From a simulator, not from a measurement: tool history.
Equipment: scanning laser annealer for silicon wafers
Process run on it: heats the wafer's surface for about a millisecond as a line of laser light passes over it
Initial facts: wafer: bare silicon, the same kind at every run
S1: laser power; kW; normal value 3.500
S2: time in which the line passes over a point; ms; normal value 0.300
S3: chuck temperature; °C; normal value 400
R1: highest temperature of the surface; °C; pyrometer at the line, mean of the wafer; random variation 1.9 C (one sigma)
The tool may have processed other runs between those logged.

| run | hour | S1 | S2 | S3 | R1 |
|---|---|---|---|---|---|
| 1 | 0.0 | 3.500 | 0.300 | 400 | 1191 |
| 2 | 15.8 | 3.500 | 0.300 | 400 | 1190 |
| 3 | 30.4 | 3.500 | 0.300 | 400 | 1184 |
| 4 | 46.9 | 3.500 | 0.300 | 400 | 1189 |
| 5 | 62.1 | 3.500 | 0.300 | 400 | 1189 |
| 6 | 82.2 | 3.500 | 0.287 | 400 | 1175 |
| 7 | 99.2 | 3.500 | 0.300 | 408 | 1197 |
| 8 | 116.2 | 3.080 | 0.300 | 400 | 1075 |
| 9 | 128.5 | 3.080 | 0.300 | 400 | 1075 |
| 10 | 139.9 | 3.080 | 0.300 | 400 | 1073 |
| 11 | 156.2 | 3.500 | 0.300 | 400 | 1184 |
| 12 | 169.3 | 3.500 | 0.300 | 400 | 1185 |
| 13 | 184.2 | 3.500 | 0.299 | 380 | 1161 |
|  | 188.9 | laser's power meter calibrated |
| 14 | 208.4 | 3.500 | 0.375 | 424 | 1287 |
| 15 | 231.6 | 3.500 | 0.375 | 424 | 1286 |
| 16 | 244.1 | 3.197 | 0.295 | 400 | 1099 |
|  | 250.7 | laser's power meter calibrated, once more |
| 17 | 259.4 | 3.672 | 0.300 | 400 | 1225 |
| 18 | 280.9 | 3.697 | 0.292 | 421 | 1245 |
| 19 | 299.1 | 3.730 | 0.318 | 400 | 1258 |
|  | 327.1 | optics aligned, line set to its width |
| 20 | 327.8 | 3.736 | 0.314 | 383 | 1251 |
| 21 | 341.7 | 3.795 | 0.347 | 428 | 1351 |

Same runs, no hidden state in the tool, same run-to-run variation:
Hidden state at play: light that passes the window, % of a clean one's; laser's true power over the reading, %; width of the line over the set one, %; drift of the gauge itself on peak_c, C.
| run | R1 |
|---|---|
| 1 | 1199 |
| 2 | 1198 |
| 3 | 1192 |
| 4 | 1197 |
| 5 | 1199 |
| 6 | 1184 |
| 7 | 1208 |
| 8 | 1084 |
| 9 | 1085 |
| 10 | 1083 |
| 11 | 1197 |
| 12 | 1197 |
| 13 | 1174 |
| 14 | 1302 |
| 15 | 1302 |
| 16 | 1112 |
| 17 | 1245 |
| 18 | 1266 |
| 19 | 1281 |
| 20 | 1262 |
| 21 | 1363 |

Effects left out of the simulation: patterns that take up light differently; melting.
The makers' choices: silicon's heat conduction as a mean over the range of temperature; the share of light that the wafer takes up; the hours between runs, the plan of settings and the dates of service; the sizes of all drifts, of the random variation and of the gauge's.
